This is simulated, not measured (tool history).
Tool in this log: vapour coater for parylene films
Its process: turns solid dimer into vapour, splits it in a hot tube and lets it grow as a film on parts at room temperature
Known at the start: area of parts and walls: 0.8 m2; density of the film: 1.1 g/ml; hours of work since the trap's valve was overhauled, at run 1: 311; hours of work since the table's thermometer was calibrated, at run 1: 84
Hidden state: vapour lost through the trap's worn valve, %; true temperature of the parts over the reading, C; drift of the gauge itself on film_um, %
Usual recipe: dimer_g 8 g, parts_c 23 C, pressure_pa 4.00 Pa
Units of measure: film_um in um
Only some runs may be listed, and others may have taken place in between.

| run | hour | dimer_g | parts_c | pressure_pa | hours of work since the trap's valve was overhauled | hours of work since the table's thermometer was calibrated | film_um |
|---|---|---|---|---|---|---|---|
| 1 | 0.0 | 8 | 23 | 4.00 | 311 | 84 | 5.75 |
| 2 | 26.8 | 5 | 23 | 4.00 | 322 | 95 | 3.52 |
| 3 | 79.1 | 8 | 17 | 4.00 | 344 | 117 | 7.18 |
| 4 | 130.3 | 8 | 23 | 4.00 | 366 | 139 | 5.58 |
| 5 | 179.8 | 8 | 23 | 4.00 | 387 | 160 | 5.53 |
| 6 | 232.9 | 8 | 23 | 4.00 | 410 | 183 | 5.58 |
|  | 241.9 | trap's valve overhauled |
| 7 | 285.8 | 8 | 23 | 4.00 | 19 | 204 | 4.97 |
| 8 | 331.8 | 8 | 23 | 4.00 | 38 | 224 | 4.87 |
| 9 | 371.0 | 8 | 26 | 4.00 | 55 | 240 | 4.31 |
| 10 | 414.4 | 14 | 31 | 4.00 | 74 | 259 | 6.19 |
| 11 | 460.7 | 13 | 27 | 4.00 | 93 | 279 | 6.63 |
|  | 504.6 | trap's valve overhauled, once more |
| 12 | 507.3 | 8 | 23 | 4.15 | 1 | 297 | 6.30 |
| 13 | 561.5 | 11 | 16 | 2.34 | 24 | 320 | 12.26 |
| 14 | 602.4 | 9 | 23 | 4.00 | 42 | 337 | 6.99 |
| 15 | 655.9 | 9 | 23 | 4.00 | 65 | 360 | 6.94 |

5 options for the next run, each taken on its own from the tool as it stands now. Forecast them:
| A | 678.0 | 6 | 23 | 4.00 | 74 | 370 | ? |
| B | 678.0 | 4 | 23 | 4.00 | 74 | 370 | ? |
| C | 678.0 | 7 | 26 | 2.41 | 74 | 370 | ? |
| D | 678.0 | 9 | 23 | 4.29 | 74 | 370 | ? |
| E | 678.0 | 12 | 23 | 2.41 | 74 | 370 | ? |

| run | film_um |
|---|---|
| A | 4.60 |
| B | 3.00 |
| C | 5.33 |
| D | 6.95 |
| E | 10.36 |
Without the tool's hidden state the same runs would have given:
| run | film_um |
|---|---|
| A | 4.74 |
| B | 3.09 |
| C | 5.49 |
| D | 7.16 |
| E | 10.67 |

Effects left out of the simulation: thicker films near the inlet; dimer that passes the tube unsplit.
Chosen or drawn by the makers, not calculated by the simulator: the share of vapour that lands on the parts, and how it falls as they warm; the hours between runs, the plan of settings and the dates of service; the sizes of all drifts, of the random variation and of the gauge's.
